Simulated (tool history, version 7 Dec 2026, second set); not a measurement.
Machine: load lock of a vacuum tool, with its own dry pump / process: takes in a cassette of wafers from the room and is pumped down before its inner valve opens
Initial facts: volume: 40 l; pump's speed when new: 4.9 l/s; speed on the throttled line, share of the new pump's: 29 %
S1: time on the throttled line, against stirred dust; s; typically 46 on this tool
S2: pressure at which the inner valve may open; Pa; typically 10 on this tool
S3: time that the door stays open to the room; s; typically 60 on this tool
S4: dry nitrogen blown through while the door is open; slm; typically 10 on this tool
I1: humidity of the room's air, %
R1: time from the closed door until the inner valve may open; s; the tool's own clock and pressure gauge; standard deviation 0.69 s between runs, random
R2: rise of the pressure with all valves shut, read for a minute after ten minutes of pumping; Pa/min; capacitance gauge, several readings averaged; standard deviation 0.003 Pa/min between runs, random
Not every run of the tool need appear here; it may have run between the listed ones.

run      day  S1  S2   S3  S4    I1     R1     R2
  1        0  46  10   60  10    45  113.8  0.145
  2   13.071  46  10   60  10  42.6  111.7  0.147
  3   28.283  46  10   60  10  43.2  112.7  0.153
  4   44.638  46  10   60  10  42.2  114.2  0.163
  5   58.942  46  10   60  10  44.1  113.6   0.17
  6   83.029  46  10   99  10  42.2  114.8   0.19
  7     95.6  46  10   99  10  47.3  114.4    0.2
  8  111.104  46  10   27  10    49  114.1  0.185
  9  130.692  46  10   27  10  46.9  115.1  0.202
 10  152.525  46  10   27  10  45.7  115.6  0.212
 11  164.417  62  10   60  10  45.8  126.8  0.223
 12  178.558  69  12   32  27  45.7  128.2   0.21
 13  200.162  69  12   32  27  46.4    129  0.229
 14   217.35  46  13   39  10  43.8  113.5   0.25
 15  234.575  52   8   30  10    44  122.6  0.249
     246.558  -- dry pump taken out, an overhauled one fitted
 16  247.933  58  15  187  22  49.1  114.8  0.283
 17  270.738  46  10   85  17    46  109.8  0.285
 18  288.471  66  10   85  17  45.9  123.2  0.307

Branching from run 18: 5 alternative next runs. What would each branch give?
  A  307.675  46  19  190   8  43.7   ?   ?
  B  307.675  66  10  173  11  43.7   ?   ?
  C  307.675  46  10   60  24  43.1   ?   ?
  D  307.675  46   8   60  13  46.2   ?   ?
  E  307.675  46  10   40  10  46.3   ?   ?

run     R1     R2
  A  104.4  0.335
  B  123.7  0.327
  C  109.3  0.292
  D  110.8  0.311
  E  108.8    0.3
Had the tool no hidden state, the same runs would have come out as:
run     R1     R2
  A  102.7  0.065
  B  122.1  0.061
  C  107.5  0.025
  D  108.8  0.041
  E    107  0.035
